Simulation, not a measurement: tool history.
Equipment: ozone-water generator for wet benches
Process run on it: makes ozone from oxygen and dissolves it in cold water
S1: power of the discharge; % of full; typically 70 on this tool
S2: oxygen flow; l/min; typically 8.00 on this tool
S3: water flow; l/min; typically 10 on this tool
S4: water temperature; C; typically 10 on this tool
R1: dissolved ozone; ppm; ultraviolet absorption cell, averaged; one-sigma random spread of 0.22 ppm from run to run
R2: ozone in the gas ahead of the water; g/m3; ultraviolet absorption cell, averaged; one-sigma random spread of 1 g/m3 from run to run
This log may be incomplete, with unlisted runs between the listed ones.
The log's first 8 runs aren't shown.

run,hour,S1,S2,S3,S4,R1,R2
9,496.8,70,4.14,15,10,23.5,238.0
# hour 535.8: water thermometer calibrated
10,559.1,70,12.64,15,10,23.5,143.5
11,602.1,70,12.64,15,10,23.6,144.7
12,661.6,70,12.64,15,10,23.9,142.9
13,729.2,70,12.64,15,10,23.9,143.2
14,816.7,70,8.00,10,16,26.6,177.3
15,859.9,70,8.00,10,16,27.0,175.7
# hour 875.1: contactor cleaned
16,939.7,70,8.00,10,16,26.5,175.9
17,991.7,70,8.00,10,16,26.3,176.5
18,1082.3,70,8.00,10,9,30.2,175.0
# hour 1177.9: contactor cleaned, once more
19,1177.9,93,6.80,6,9,53.1,231.0
20,1261.0,70,14.01,12,8,28.5,136.6
21,1313.6,70,14.01,12,8,28.3,133.9
22,1378.7,70,14.01,12,8,28.5,135.3
23,1428.2,70,14.01,12,8,28.0,134.4
24,1468.8,70,14.01,12,5,30.5,134.9
25,1558.4,70,8.00,14,6,28.5,172.6
26,1596.8,79,11.11,12,10,30.2,162.8
27,1647.2,45,13.95,12,7,20.8,98.0
28,1739.0,46,13.95,13,9,19.4,98.4
29,1821.5,46,13.95,13,9,19.5,98.6
30,1880.8,46,13.95,13,9,19.4,100.3
31,1970.4,72,8.61,13,15,24.9,170.0
32,2049.9,65,9.11,15,18,19.8,153.0

Consider 3 possible next runs. They are alternatives, not a sequence: every one starts from the tool as it was left by run 32. What does each give?
A,2092.7,58,9.11,9,13,?,?
B,2092.7,70,8.00,11,10,?,?
C,2092.7,70,8.97,11,17,?,?

run,R1,R2
A,25.8,140.7
B,29.9,172.4
C,24.9,162.0
With the hidden condition removed and each run's random variation left untouched, the same runs would have given:
run,R1,R2
A,27.4,146.3
B,32.0,180.3
C,26.7,169.5
